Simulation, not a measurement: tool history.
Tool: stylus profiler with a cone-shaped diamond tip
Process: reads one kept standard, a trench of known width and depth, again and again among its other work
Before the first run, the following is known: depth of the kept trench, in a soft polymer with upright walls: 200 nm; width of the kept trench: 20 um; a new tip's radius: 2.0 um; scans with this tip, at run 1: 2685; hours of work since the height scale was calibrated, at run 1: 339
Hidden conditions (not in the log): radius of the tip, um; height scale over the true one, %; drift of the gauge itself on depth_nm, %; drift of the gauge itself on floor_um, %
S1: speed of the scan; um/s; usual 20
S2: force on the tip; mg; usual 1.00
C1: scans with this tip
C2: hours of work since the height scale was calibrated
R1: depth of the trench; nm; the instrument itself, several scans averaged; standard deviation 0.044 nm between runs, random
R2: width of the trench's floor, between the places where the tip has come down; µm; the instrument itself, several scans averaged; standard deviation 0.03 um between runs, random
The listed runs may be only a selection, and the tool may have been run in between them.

run	hour	S1	S2	C1	C2	R1	R2
1	0.0	20	1.00	2685	339	201.81	18.15
2	119.1	20	1.00	3095	391	201.90	18.21
3	243.0	20	1.00	3523	445	201.86	18.15
4	362.4	18	1.00	3934	497	201.88	18.18
5	479.4	18	0.70	4338	548	201.48	18.18
6	564.4	18	0.70	4631	585	201.49	18.19
7	636.0	59	1.00	4878	616	201.90	18.06
8	697.7	59	1.00	5091	643	201.87	18.02
9	791.7	59	1.00	5415	684	201.86	18.06
10	852.9	20	1.00	5626	711	201.90	18.18
11	962.2	20	1.00	6003	758	201.86	18.18
12	1061.1	20	1.00	6344	801	201.84	18.26
13	1124.5	20	1.00	6563	829	201.92	18.19
14	1241.7	20	1.00	6967	880	201.87	18.16
15	1373.3	20	1.00	7421	938	201.94	18.22
16	1453.4	20	0.85	7698	972	201.63	18.15
17	1518.4	8	0.39	7922	1001	201.00	18.24
18	1611.2	8	0.39	8242	1041	200.98	18.24

Estimate the outcome of run 19 from the log above:
19	1701.0	49	0.83	8551	1080	?	?

R1: 201.61 nm
R2: 18.10 µm
With no hidden state in the tool, this same run would have given R1 201.60 nm, R2 18.11 µm.
